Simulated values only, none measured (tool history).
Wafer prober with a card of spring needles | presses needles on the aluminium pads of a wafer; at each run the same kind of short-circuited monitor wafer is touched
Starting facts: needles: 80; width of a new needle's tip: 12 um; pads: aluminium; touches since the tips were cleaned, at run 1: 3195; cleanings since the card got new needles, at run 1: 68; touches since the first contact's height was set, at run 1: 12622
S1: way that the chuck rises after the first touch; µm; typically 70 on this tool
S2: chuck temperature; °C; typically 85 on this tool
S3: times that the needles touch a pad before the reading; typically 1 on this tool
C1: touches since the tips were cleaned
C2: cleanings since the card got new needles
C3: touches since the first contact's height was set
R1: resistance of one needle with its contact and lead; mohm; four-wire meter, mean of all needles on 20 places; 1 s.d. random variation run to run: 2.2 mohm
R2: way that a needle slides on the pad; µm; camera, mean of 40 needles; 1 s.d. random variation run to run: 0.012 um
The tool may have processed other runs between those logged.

run    hour  S1   S2  S3    C1   C2      C3   R1     R2
  1     0.0  70   85   1  3195   68   12622  248   9.21
       13.7  -- tips cleaned on abrasive film
       37.2  -- tips cleaned on abrasive film
  2    44.8  70   85   1  2570   70   27701  247   9.22
       62.0  -- tips cleaned on abrasive film
       86.9  -- tips cleaned on abrasive film
  3   105.1  70   85   1  6155   72   48049  248   9.18
      112.9  -- tips cleaned on abrasive film
      137.4  -- tips cleaned on abrasive film
      162.4  -- tips cleaned on abrasive film
  4   173.5  70   85   1  3773   75   71113  254   9.16
      187.4  -- tips cleaned on abrasive film
      213.1  -- tips cleaned on abrasive film
  5   234.6  70   85   1  7293   77   91714  247   9.14
      240.3  -- tips cleaned on abrasive film
      266.9  -- tips cleaned on abrasive film
  6   288.1  70   85   1  7183   79  109756  250   9.15
      293.5  -- tips cleaned on abrasive film
      314.1  -- height of the first contact set anew
      318.0  -- tips cleaned on abrasive film
  7   322.3  70   85   1  1466   81    2743  253   9.14
      343.3  -- tips cleaned on abrasive film
      368.5  -- tips cleaned on abrasive film
  8   378.9  70   85   1  3531   83   21824  253   9.12
      395.7  -- tips cleaned on abrasive film
      422.3  -- tips cleaned on abrasive film
  9   430.0  70   85   1  2609   85   39037  249   9.10
      448.3  -- tips cleaned on abrasive film
      475.4  -- tips cleaned on abrasive film
 10   486.6  70   85   2  3780   87   58132  248   9.10
      500.4  -- tips cleaned on abrasive film
      524.4  -- tips cleaned on abrasive film
 11   529.1  70   92   2  1598   89   72439  248   9.10
      547.2  -- tips cleaned on abrasive film
      572.9  -- tips cleaned on abrasive film
      595.3  -- tips cleaned on abrasive film
 12   597.4  89   85   1   696   92   95443  247  11.56
      620.0  -- tips cleaned on abrasive film
      645.0  -- tips cleaned on abrasive film
 13   651.0  89   85   1  2041   94  113536  250  11.54
      665.8  -- height of the first contact set anew
      670.7  -- tips cleaned on abrasive film
      695.9  -- tips cleaned on abrasive film
 14   711.3  74   85   1  5210   96   15346  255   9.57
      719.5  -- tips cleaned on abrasive film
      745.4  -- tips cleaned on abrasive film
 15   766.1  61   85   1  7011   98   33820  254   7.87
      771.8  -- tips cleaned on abrasive film
      795.5  -- tips cleaned on abrasive film
 16   805.3  80   39   1  3337  100   47030  240  10.32
      819.9  -- tips cleaned on abrasive film
 17   842.1  52   66   1  7510  101   59445  253   6.72
      847.8  -- tips cleaned on abrasive film
      873.0  -- tips cleaned on abrasive film
 18   885.4  70   85   2  4196  103   74027  254   9.05
      896.5  -- tips cleaned on abrasive film
      923.4  -- tips cleaned on abrasive film
 19   924.9  70   89   2   511  105   87339  250   9.02
      949.5  -- tips cleaned on abrasive film
      976.1  -- tips cleaned on abrasive film
 20   986.7  70   42   2  3599  107  108181  236   9.00
     1000.3  -- tips cleaned on abrasive film
     1019.3  -- height of the first contact set anew
 21  1019.3  68  123   2  6342  108       0  258   8.76
     1025.0  -- tips cleaned on abrasive film
     1049.8  -- tips cleaned on abrasive film
     1065.3  -- gauge calibrated
 22  1068.5  75   85   2  6349  110   16588  247   9.88
     1077.0  -- tips cleaned on abrasive film
     1101.4  -- tips cleaned on abrasive film
     1125.7  -- tips cleaned on abrasive film
 23  1129.5  53   33   2  1264  113   37114  241   6.97
     1150.8  -- tips cleaned on abrasive film
 24  1163.8  72   43   1  4415  114   48699  237   9.46
     1173.3  -- tips cleaned on abrasive film
     1197.9  -- tips cleaned on abrasive film
     1220.7  -- tips cleaned on abrasive film
 25  1223.5  72   43   1   945  117   68782  238   9.45
     1247.2  -- tips cleaned on abrasive film
     1273.4  -- tips cleaned on abrasive film
 26  1281.3  80   36   2  2678  119   88306  236  10.48
     1297.7  -- tips cleaned on abrasive film
     1323.0  -- tips cleaned on abrasive film
 27  1337.4  62   36   2  4851  121  107194  239   8.13
     1347.2  -- tips cleaned on abrasive film
 28  1368.4  78   36   2  7177  122  117651  238  10.20
     1373.0  -- tips cleaned on abrasive film
     1373.3  -- height of the first contact set anew
     1396.8  -- tips cleaned on abrasive film
     1422.0  -- tips cleaned on abrasive film
 29  1423.7  90   26   1   582  125   16993  230  11.76

Table of differences, measured result less the result of that run with no hidden state. Run-to-run variation is the same in both. Gauge scatter possibly is not:
Hidden conditions of the tool in this case: debris on the tips, nm; way that the needles fall short of the set height, um; tips' diameter, um; drift of the gauge itself on contact_mohm, %; drift of the gauge itself on scrub_um, %.
run     R2
  1  +0.00
  2  -0.01
  3  -0.03
  4  -0.04
  5  -0.05
  6  -0.06
  7  -0.07
  8  -0.08
  9  -0.09
 10  -0.10
 11  -0.11
 12  -0.16
 13  -0.17
 14  -0.15
 15  -0.14
 16  -0.19
 17  -0.13
 18  -0.18
 19  -0.19
 20  -0.21
 21  -0.20
 22  +0.00
 23  -0.01
 24  -0.02
 25  -0.03
 26  -0.06
 27  -0.05
 28  -0.08
 29  -0.10
R1: at most 1 mohm away from the measurement, every run.
